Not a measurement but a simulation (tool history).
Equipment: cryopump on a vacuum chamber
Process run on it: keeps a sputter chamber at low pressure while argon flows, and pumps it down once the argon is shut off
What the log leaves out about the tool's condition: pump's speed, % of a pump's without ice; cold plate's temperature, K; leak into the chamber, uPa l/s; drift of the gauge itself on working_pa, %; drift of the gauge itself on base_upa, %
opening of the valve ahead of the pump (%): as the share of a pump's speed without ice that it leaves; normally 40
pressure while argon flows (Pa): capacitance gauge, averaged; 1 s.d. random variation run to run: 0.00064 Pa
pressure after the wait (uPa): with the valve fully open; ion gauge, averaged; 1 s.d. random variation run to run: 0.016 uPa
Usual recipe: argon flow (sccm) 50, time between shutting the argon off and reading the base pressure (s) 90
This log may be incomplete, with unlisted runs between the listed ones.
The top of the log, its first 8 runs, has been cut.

run    hour  argon flow (sccm)  time between shutting the argon off and reading the base pressure (s)  opening of the valve ahead of the pump (%)  hours of work since the pump was warmed up and emptied  hours of work since the cold head was overhauled  hours of work since the chamber's fittings were tightened  pressure while argon flows (Pa)  pressure after the wait (uPa)
  9   590.5                 93                                                                     90                                          25                                                     335                                              2727                                                        144                           0.3107                            0.8
 10   674.9                 50                                                                     90                                          40                                                     410                                              2803                                                        220                           0.1101                           0.88
 11   732.2                 50                                                                     90                                          40                                                     462                                              2854                                                        271                           0.1105                           0.86
 12   815.7                 25                                                                     90                                          40                                                     537                                              2929                                                        346                           0.0556                           0.89
 13   865.5                 50                                                                     90                                          40                                                     581                                              2973                                                        391                           0.1141                           0.94
 14   925.3                 50                                                                     90                                          40                                                     635                                              3027                                                        445                           0.1155                           0.93
 15  1010.3                 50                                                                     90                                          40                                                     711                                              3103                                                        521                           0.1192                           0.97
     1020.9  -- pump warmed up, emptied and cooled again
 16  1107.8                 50                                                                     54                                          40                                                      78                                              3186                                                        604                            0.102                            1.3
 17  1172.9                 24                                                                    108                                          43                                                     136                                              3244                                                        662                           0.0465                           0.81
 18  1228.6                 24                                                                    108                                          28                                                     186                                              3294                                                        712                           0.0707                           0.82
 19  1325.3                 24                                                                     90                                          40                                                     273                                              3381                                                        799                           0.0519                           0.93
 20  1372.9                 24                                                                     90                                          40                                                     315                                              3424                                                        841                           0.0515                           0.96
 21  1420.1                 24                                                                     90                                          40                                                     358                                              3466                                                        884                           0.0518                           0.96
 22  1516.2                 30                                                                     90                                          33                                                     444                                              3552                                                        970                           0.0791                           1.01
 23  1565.3                 50                                                                     90                                          59                                                     488                                              3596                                                       1014                           0.0795                              1
 24  1666.1                 38                                                                    132                                          31                                                     578                                              3687                                                       1104                           0.1082                           0.81
 25  1733.9                 50                                                                     31                                          40                                                     639                                              3747                                                       1165                           0.1174                           2.24
 26  1783.8                 94                                                                     29                                          40                                                     684                                              3792                                                       1210                           0.2206                           2.43
     1831.5  -- pump warmed up, emptied and cooled again
 27  1888.2                 36                                                                    142                                          17                                                      51                                              3881                                                       1299                           0.1689                           0.78
     1907.3  -- leaking fittings of the chamber tightened, without venting
 28  1985.9                 36                                                                    142                                          17                                                     137                                              3967                                                         70                           0.1727                           0.58
 29  2068.3                 50                                                                    161                                          60                                                     211                                              4041                                                        144                           0.0724                           0.55
 30  2110.1                 50                                                                    125                                          27                                                     248                                              4078                                                        182                           0.1546                           0.66
 31    2155                 33                                                                     90                                          40                                                     288                                              4119                                                        222                           0.0705                           0.85

5 options for the next run, each taken on its own from the tool as it stands now. Forecast them:
  A  2234.7                 71                                                                     90                                          40                                                     360                                              4190                                                        294                                ?                              ?
  B  2234.7                 30                                                                    104                                          29                                                     360                                              4190                                                        294                                ?                              ?
  C  2234.7                 33                                                                     90                                          18                                                     360                                              4190                                                        294                                ?                              ?
  D  2234.7                 33                                                                     71                                          15                                                     360                                              4190                                                        294                                ?                              ?
  E  2234.7                 33                                                                     90                                          19                                                     360                                              4190                                                        294                                ?                              ?

run  pressure while argon flows (Pa)  pressure after the wait (uPa)
  A                           0.1533                           0.85
  B                           0.0884                           0.75
  C                           0.1523                           0.87
  D                           0.1811                           1.03
  E                           0.1437                           0.88
With no hidden state in the tool, these same runs would have given:
run  pressure while argon flows (Pa)  pressure after the wait (uPa)
  A                           0.1406                           0.75
  B                           0.0829                           0.65
  C                           0.1463                           0.77
  D                           0.1751                           0.93
  E                           0.1378                           0.78
